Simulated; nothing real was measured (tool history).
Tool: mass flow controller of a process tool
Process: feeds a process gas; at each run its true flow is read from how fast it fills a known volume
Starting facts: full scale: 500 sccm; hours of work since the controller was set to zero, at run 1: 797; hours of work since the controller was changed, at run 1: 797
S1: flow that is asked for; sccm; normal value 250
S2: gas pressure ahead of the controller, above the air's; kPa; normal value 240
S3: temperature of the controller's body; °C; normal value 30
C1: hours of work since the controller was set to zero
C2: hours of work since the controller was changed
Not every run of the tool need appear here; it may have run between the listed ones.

{"run": 1, "hour": 0.0, "S1": 250, "S2": 240, "S3": 30, "C1": 797, "C2": 797, "true flow (%)": 99.42}
{"run": 2, "hour": 99.2, "S1": 250, "S2": 240, "S3": 30, "C1": 850, "C2": 850, "true flow (%)": 99.39}
{"run": 3, "hour": 210.1, "S1": 250, "S2": 240, "S3": 31, "C1": 911, "C2": 911, "true flow (%)": 99.37}
{"run": 4, "hour": 315.5, "S1": 250, "S2": 240, "S3": 31, "C1": 968, "C2": 968, "true flow (%)": 99.43}
{"run": 5, "hour": 385.8, "S1": 250, "S2": 240, "S3": 31, "C1": 1006, "C2": 1006, "true flow (%)": 99.39}
{"run": 6, "hour": 559.1, "S1": 250, "S2": 240, "S3": 31, "C1": 1100, "C2": 1100, "true flow (%)": 99.35}
{"run": 7, "hour": 643.9, "S1": 250, "S2": 240, "S3": 31, "C1": 1146, "C2": 1146, "true flow (%)": 99.35}
{"run": 8, "hour": 766.2, "S1": 250, "S2": 239, "S3": 31, "C1": 1212, "C2": 1212, "true flow (%)": 99.24}
{"hour": 778.9, "done": "controller's zero set anew"}
{"run": 9, "hour": 856.8, "S1": 199, "S2": 149, "S3": 40, "C1": 42, "C2": 1261, "true flow (%)": 98.27}
{"run": 10, "hour": 1024.3, "S1": 199, "S2": 141, "S3": 25, "C1": 133, "C2": 1352, "true flow (%)": 97.61}
{"run": 11, "hour": 1180.6, "S1": 105, "S2": 219, "S3": 32, "C1": 218, "C2": 1436, "true flow (%)": 97.15}
{"run": 12, "hour": 1290.8, "S1": 105, "S2": 219, "S3": 32, "C1": 277, "C2": 1496, "true flow (%)": 97.17}
{"hour": 1434.5, "done": "controller's zero set anew, once more"}
{"run": 13, "hour": 1451.7, "S1": 56, "S2": 167, "S3": 26, "C1": 9, "C2": 1583, "true flow (%)": 98.38}

Below are 5 alternative next runs, each starting from the tool's condition after run 13. Predict each:
{"run": "A", "hour": 1528.3, "S1": 163, "S2": 212, "S3": 21, "C1": 51, "C2": 1625, "true flow (%)": "?"}
{"run": "B", "hour": 1528.3, "S1": 88, "S2": 253, "S3": 26, "C1": 51, "C2": 1625, "true flow (%)": "?"}
{"run": "C", "hour": 1528.3, "S1": 56, "S2": 158, "S3": 35, "C1": 51, "C2": 1625, "true flow (%)": "?"}
{"run": "D", "hour": 1528.3, "S1": 56, "S2": 184, "S3": 26, "C1": 51, "C2": 1625, "true flow (%)": "?"}
{"run": "E", "hour": 1528.3, "S1": 196, "S2": 167, "S3": 26, "C1": 51, "C2": 1625, "true flow (%)": "?"}

run=A true_flow_(%)=98.68
run=B true_flow_(%)=99.09
run=C true_flow_(%)=98.59
run=D true_flow_(%)=98.34
run=E true_flow_(%)=98.76
With the hidden condition removed and each run's random variation left untouched, the same runs would have given:
run=A true_flow_(%)=98.84
run=B true_flow_(%)=99.29
run=C true_flow_(%)=98.83
run=D true_flow_(%)=98.59
run=E true_flow_(%)=98.91
